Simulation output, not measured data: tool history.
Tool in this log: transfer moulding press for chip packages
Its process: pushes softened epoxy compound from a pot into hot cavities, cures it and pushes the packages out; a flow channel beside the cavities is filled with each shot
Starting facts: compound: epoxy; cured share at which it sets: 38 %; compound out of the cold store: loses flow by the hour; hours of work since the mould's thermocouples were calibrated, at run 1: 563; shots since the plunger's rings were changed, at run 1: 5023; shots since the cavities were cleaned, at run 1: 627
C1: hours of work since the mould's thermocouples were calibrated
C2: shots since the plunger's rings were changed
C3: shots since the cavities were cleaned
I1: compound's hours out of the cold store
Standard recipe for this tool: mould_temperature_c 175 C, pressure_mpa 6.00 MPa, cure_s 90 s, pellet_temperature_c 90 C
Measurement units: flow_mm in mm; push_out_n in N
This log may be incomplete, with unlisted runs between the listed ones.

{"run": 1, "hour": 0.0, "mould_temperature_c": 175, "pressure_mpa": 6.0, "cure_s": 90, "pellet_temperature_c": 90, "C1": 563, "C2": 5023, "C3": 627, "I1": 17.1, "flow_mm": 724, "push_out_n": 718}
{"hour": 32.3, "done": "cavities cleaned with cleaning compound and waxed"}
{"run": 2, "hour": 62.8, "mould_temperature_c": 175, "pressure_mpa": 6.0, "cure_s": 90, "pellet_temperature_c": 90, "C1": 595, "C2": 5601, "C3": 287, "I1": 46.4, "flow_mm": 628, "push_out_n": 786}
{"run": 3, "hour": 116.6, "mould_temperature_c": 181, "pressure_mpa": 6.0, "cure_s": 90, "pellet_temperature_c": 90, "C1": 623, "C2": 6109, "C3": 795, "I1": 39.0, "flow_mm": 634, "push_out_n": 764}
{"hour": 130.5, "done": "cavities cleaned with cleaning compound and waxed"}
{"hour": 148.0, "done": "plunger's sealing rings changed"}
{"run": 4, "hour": 193.9, "mould_temperature_c": 181, "pressure_mpa": 6.0, "cure_s": 90, "pellet_temperature_c": 90, "C1": 662, "C2": 433, "C3": 575, "I1": 17.0, "flow_mm": 786, "push_out_n": 647}
{"hour": 227.9, "done": "cavities cleaned with cleaning compound and waxed"}
{"run": 5, "hour": 249.5, "mould_temperature_c": 181, "pressure_mpa": 6.0, "cure_s": 90, "pellet_temperature_c": 90, "C1": 690, "C2": 944, "C3": 204, "I1": 36.0, "flow_mm": 710, "push_out_n": 541}
{"hour": 285.0, "done": "cavities cleaned with cleaning compound and waxed, once more"}
{"run": 6, "hour": 318.0, "mould_temperature_c": 175, "pressure_mpa": 6.0, "cure_s": 90, "pellet_temperature_c": 83, "C1": 725, "C2": 1577, "C3": 312, "I1": 30.8, "flow_mm": 744, "push_out_n": 626}
{"hour": 386.2, "done": "cavities cleaned with cleaning compound and waxed"}
{"run": 7, "hour": 388.2, "mould_temperature_c": 175, "pressure_mpa": 6.0, "cure_s": 90, "pellet_temperature_c": 83, "C1": 761, "C2": 2225, "C3": 19, "I1": 21.2, "flow_mm": 754, "push_out_n": 456}
{"run": 8, "hour": 433.3, "mould_temperature_c": 175, "pressure_mpa": 6.0, "cure_s": 90, "pellet_temperature_c": 90, "C1": 784, "C2": 2650, "C3": 444, "I1": 22.5, "flow_mm": 734, "push_out_n": 673}
{"hour": 452.0, "done": "mould's thermocouples calibrated"}
{"hour": 484.9, "done": "cavities cleaned with cleaning compound and waxed"}
{"run": 9, "hour": 505.7, "mould_temperature_c": 175, "pressure_mpa": 6.0, "cure_s": 90, "pellet_temperature_c": 90, "C1": 27, "C2": 3301, "C3": 197, "I1": 30.6, "flow_mm": 698, "push_out_n": 608}
{"run": 10, "hour": 554.3, "mould_temperature_c": 175, "pressure_mpa": 6.0, "cure_s": 90, "pellet_temperature_c": 90, "C1": 53, "C2": 3759, "C3": 655, "I1": 28.6, "flow_mm": 712, "push_out_n": 748}
{"hour": 582.3, "done": "cavities cleaned with cleaning compound and waxed"}
{"run": 11, "hour": 604.0, "mould_temperature_c": 175, "pressure_mpa": 6.0, "cure_s": 90, "pellet_temperature_c": 90, "C1": 78, "C2": 4214, "C3": 205, "I1": 29.5, "flow_mm": 695, "push_out_n": 602}
{"run": 12, "hour": 664.4, "mould_temperature_c": 175, "pressure_mpa": 6.0, "cure_s": 90, "pellet_temperature_c": 90, "C1": 109, "C2": 4784, "C3": 775, "I1": 20.1, "flow_mm": 717, "push_out_n": 794}
{"hour": 679.4, "done": "cavities cleaned with cleaning compound and waxed"}
{"run": 13, "hour": 722.4, "mould_temperature_c": 175, "pressure_mpa": 6.0, "cure_s": 90, "pellet_temperature_c": 90, "C1": 139, "C2": 5317, "C3": 406, "I1": 26.8, "flow_mm": 680, "push_out_n": 654}
{"run": 14, "hour": 765.7, "mould_temperature_c": 167, "pressure_mpa": 5.79, "cure_s": 80, "pellet_temperature_c": 96, "C1": 161, "C2": 5726, "C3": 815, "I1": 22.6, "flow_mm": 684, "push_out_n": 1265}
{"hour": 780.6, "done": "cavities cleaned with cleaning compound and waxed"}
{"run": 15, "hour": 801.5, "mould_temperature_c": 167, "pressure_mpa": 5.79, "cure_s": 106, "pellet_temperature_c": 85, "C1": 179, "C2": 6049, "C3": 197, "I1": 27.8, "flow_mm": 680, "push_out_n": 612}
{"hour": 839.8, "done": "plunger's sealing rings changed"}
{"run": 16, "hour": 868.4, "mould_temperature_c": 178, "pressure_mpa": 6.0, "cure_s": 90, "pellet_temperature_c": 98, "C1": 213, "C2": 270, "C3": 805, "I1": 25.1, "flow_mm": 760, "push_out_n": 728}
{"hour": 882.1, "done": "cavities cleaned with cleaning compound and waxed"}
{"run": 17, "hour": 938.6, "mould_temperature_c": 171, "pressure_mpa": 6.35, "cure_s": 93, "pellet_temperature_c": 98, "C1": 249, "C2": 918, "C3": 533, "I1": 37.8, "flow_mm": 750, "push_out_n": 759}
{"hour": 980.1, "done": "cavities cleaned with cleaning compound and waxed"}
{"run": 18, "hour": 981.6, "mould_temperature_c": 171, "pressure_mpa": 6.35, "cure_s": 93, "pellet_temperature_c": 98, "C1": 271, "C2": 1310, "C3": 14, "I1": 22.0, "flow_mm": 793, "push_out_n": 486}
{"run": 19, "hour": 1050.1, "mould_temperature_c": 169, "pressure_mpa": 6.0, "cure_s": 87, "pellet_temperature_c": 90, "C1": 306, "C2": 1957, "C3": 661, "I1": 41.5, "flow_mm": 704, "push_out_n": 891}

What differs in the tool's unlogged condition from the final listed run ahead of each entry between runs to the first listed run following it?
After run 1, before run 2: cavities cleaned with cleaning compound and waxed (hour 32.3)
  true mould temperature over the reading, C: 1 -> 1.06; pressure that reaches the compound, % of what is set: 81.76 -> 79.8; grip of the stained cavities, % over clean ones': 61.6 -> 84.7
  measured minus no-state result, flow_mm: -80 -> -77 mm; push_out_n: +265 -> +356 N
After run 3, before run 4: cavities cleaned with cleaning compound and waxed (hour 130.5); plunger's sealing rings changed (hour 148.0)
  true mould temperature over the reading, C: 1.11 -> 1.19; pressure that reaches the compound, % of what is set: 77.96 -> 97.92; grip of the stained cavities, % over clean ones': 85.7 -> 62.6
  measured minus no-state result, flow_mm: -86 -> -11 mm; push_out_n: +349 -> +246 N
After run 4, before run 5: cavities cleaned with cleaning compound and waxed (hour 227.9)
  true mould temperature over the reading, C: 1.19 -> 1.24; pressure that reaches the compound, % of what is set: 97.92 -> 96; grip of the stained cavities, % over clean ones': 62.6 -> 34.7
  measured minus no-state result, flow_mm: -11 -> -18 mm; push_out_n: +246 -> +137 N
After run 5, before run 6: cavities cleaned with cleaning compound and waxed, once more (hour 285.0)
  true mould temperature over the reading, C: 1.24 -> 1.31; pressure that reaches the compound, % of what is set: 96 -> 93.85; grip of the stained cavities, % over clean ones': 34.7 -> 42.7
  measured minus no-state result, flow_mm: -18 -> -27 mm; push_out_n: +137 -> +175 N
After run 6, before run 7: cavities cleaned with cleaning compound and waxed (hour 386.2)
  true mould temperature over the reading, C: 1.31 -> 1.37; pressure that reaches the compound, % of what is set: 93.85 -> 91.37; grip of the stained cavities, % over clean ones': 42.7 -> 4.8
  measured minus no-state result, flow_mm: -27 -> -38 mm; push_out_n: +175 -> +7 N
After run 8, before run 9: mould's thermocouples calibrated (hour 452.0); cavities cleaned with cleaning compound and waxed (hour 484.9)
  true mould temperature over the reading, C: 1.42 -> 0.33; pressure that reaches the compound, % of what is set: 89.77 -> 87.5; grip of the stained cavities, % over clean ones': 54 -> 33.7
  measured minus no-state result, flow_mm: -44 -> -49 mm; push_out_n: +222 -> +149 N
After run 10, before run 11: cavities cleaned with cleaning compound and waxed (hour 582.3)
  true mould temperature over the reading, C: 0.37 -> 0.42; pressure that reaches the compound, % of what is set: 85.79 -> 84.27; grip of the stained cavities, % over clean ones': 66.4 -> 34
  measured minus no-state result, flow_mm: -57 -> -63 mm; push_out_n: +295 -> +149 N
After run 12, before run 13: cavities cleaned with cleaning compound and waxed (hour 679.4)
  true mould temperature over the reading, C: 0.48 -> 0.53; pressure that reaches the compound, % of what is set: 81.84 -> 79.84; grip of the stained cavities, % over clean ones': 71.4 -> 50.6
  measured minus no-state result, flow_mm: -76 -> -82 mm; push_out_n: +325 -> +216 N
After run 14, before run 15: cavities cleaned with cleaning compound and waxed (hour 780.6)
  true mould temperature over the reading, C: 0.58 -> 0.62; pressure that reaches the compound, % of what is set: 78.37 -> 77.32; grip of the stained cavities, % over clean ones': 69.9 -> 30.8
  measured minus no-state result, flow_mm: -90 -> -94 mm; push_out_n: +489 -> +135 N
After run 15, before run 16: plunger's sealing rings changed (hour 839.8)
  true mould temperature over the reading, C: 0.62 -> 0.68; pressure that reaches the compound, % of what is set: 77.32 -> 98.66; grip of the stained cavities, % over clean ones': 30.8 -> 69.9
  measured minus no-state result, flow_mm: -94 -> -7 mm; push_out_n: +135 -> +295 N
After run 16, before run 17: cavities cleaned with cleaning compound and waxed (hour 882.1)
  true mould temperature over the reading, C: 0.68 -> 0.74; pressure that reaches the compound, % of what is set: 98.66 -> 96.34; grip of the stained cavities, % over clean ones': 69.9 -> 60.6
  measured minus no-state result, flow_mm: -7 -> -16 mm; push_out_n: +295 -> +276 N
After run 17, before run 18: cavities cleaned with cleaning compound and waxed (hour 980.1)
  true mould temperature over the reading, C: 0.74 -> 0.78; pressure that reaches the compound, % of what is set: 96.34 -> 95; grip of the stained cavities, % over clean ones': 60.6 -> 2.6
  measured minus no-state result, flow_mm: -16 -> -23 mm; push_out_n: +276 -> +0 N

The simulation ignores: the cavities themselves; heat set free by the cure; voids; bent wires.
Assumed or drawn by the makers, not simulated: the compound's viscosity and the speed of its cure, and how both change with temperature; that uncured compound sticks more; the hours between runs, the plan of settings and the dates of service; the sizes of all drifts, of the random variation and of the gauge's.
